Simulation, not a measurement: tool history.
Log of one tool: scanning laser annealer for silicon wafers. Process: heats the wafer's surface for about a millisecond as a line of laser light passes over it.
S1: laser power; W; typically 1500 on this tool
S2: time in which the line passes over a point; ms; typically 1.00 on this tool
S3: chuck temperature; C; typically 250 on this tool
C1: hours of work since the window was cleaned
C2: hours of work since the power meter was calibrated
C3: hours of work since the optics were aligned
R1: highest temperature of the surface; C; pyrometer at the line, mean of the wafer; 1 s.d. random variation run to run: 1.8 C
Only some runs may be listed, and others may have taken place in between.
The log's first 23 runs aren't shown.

{"run": 24, "hour": 398.1, "S1": 1443, "S2": 1.0, "S3": 241, "C1": 52, "C2": 355, "C3": 1572, "R1": 969}
{"run": 25, "hour": 417.4, "S1": 1500, "S2": 0.73, "S3": 250, "C1": 67, "C2": 370, "C3": 1587, "R1": 916}
{"run": 26, "hour": 431.9, "S1": 1314, "S2": 1.06, "S3": 256, "C1": 78, "C2": 381, "C3": 1598, "R1": 917}
{"run": 27, "hour": 449.6, "S1": 1314, "S2": 1.06, "S3": 256, "C1": 92, "C2": 394, "C3": 1612, "R1": 918}
{"run": 28, "hour": 467.8, "S1": 1500, "S2": 1.0, "S3": 245, "C1": 106, "C2": 408, "C3": 1626, "R1": 1005}
{"run": 29, "hour": 479.3, "S1": 1500, "S2": 1.0, "S3": 245, "C1": 115, "C2": 417, "C3": 1635, "R1": 1008}
{"run": 30, "hour": 488.9, "S1": 1452, "S2": 0.75, "S3": 250, "C1": 123, "C2": 425, "C3": 1642, "R1": 895}
{"run": 31, "hour": 503.1, "S1": 1397, "S2": 0.73, "S3": 285, "C1": 134, "C2": 436, "C3": 1653, "R1": 898}
{"run": 32, "hour": 524.1, "S1": 1413, "S2": 0.71, "S3": 270, "C1": 150, "C2": 452, "C3": 1670, "R1": 885}
{"run": 33, "hour": 539.3, "S1": 1413, "S2": 0.71, "S3": 270, "C1": 162, "C2": 464, "C3": 1681, "R1": 884}
{"hour": 546.6, "done": "optics aligned, line set to its width"}
{"run": 34, "hour": 555.7, "S1": 1460, "S2": 1.0, "S3": 281, "C1": 170, "C2": 473, "C3": 7, "R1": 1014}
{"run": 35, "hour": 566.0, "S1": 1460, "S2": 1.0, "S3": 281, "C1": 178, "C2": 481, "C3": 15, "R1": 1015}
{"run": 36, "hour": 585.1, "S1": 1460, "S2": 1.0, "S3": 281, "C1": 193, "C2": 495, "C3": 30, "R1": 1016}
{"run": 37, "hour": 603.7, "S1": 1465, "S2": 1.0, "S3": 250, "C1": 207, "C2": 510, "C3": 44, "R1": 989}
{"run": 38, "hour": 625.2, "S1": 1465, "S2": 0.75, "S3": 238, "C1": 224, "C2": 526, "C3": 61, "R1": 892}
{"run": 39, "hour": 645.6, "S1": 1549, "S2": 0.75, "S3": 287, "C1": 240, "C2": 542, "C3": 77, "R1": 989}
{"run": 40, "hour": 660.3, "S1": 1549, "S2": 0.75, "S3": 287, "C1": 251, "C2": 553, "C3": 88, "R1": 988}
{"run": 41, "hour": 683.8, "S1": 1549, "S2": 0.75, "S3": 287, "C1": 269, "C2": 572, "C3": 106, "R1": 991}

Predict each of these 3 candidate next runs independently; none follows another, all start after run 41:
{"run": "A", "hour": 706.1, "S1": 1500, "S2": 1.03, "S3": 269, "C1": 287, "C2": 589, "C3": 123, "R1": "?"}
{"run": "B", "hour": 706.1, "S1": 1537, "S2": 0.75, "S3": 287, "C1": 287, "C2": 589, "C3": 123, "R1": "?"}
{"run": "C", "hour": 706.1, "S1": 1509, "S2": 0.85, "S3": 240, "C1": 287, "C2": 589, "C3": 123, "R1": "?"}

run=A R1=1038
run=B R1=982
run=C R1=955
The same runs, with their run-to-run variation unchanged, on a tool lacking any hidden condition would have given:
run=A R1=1039
run=B R1=982
run=C R1=956

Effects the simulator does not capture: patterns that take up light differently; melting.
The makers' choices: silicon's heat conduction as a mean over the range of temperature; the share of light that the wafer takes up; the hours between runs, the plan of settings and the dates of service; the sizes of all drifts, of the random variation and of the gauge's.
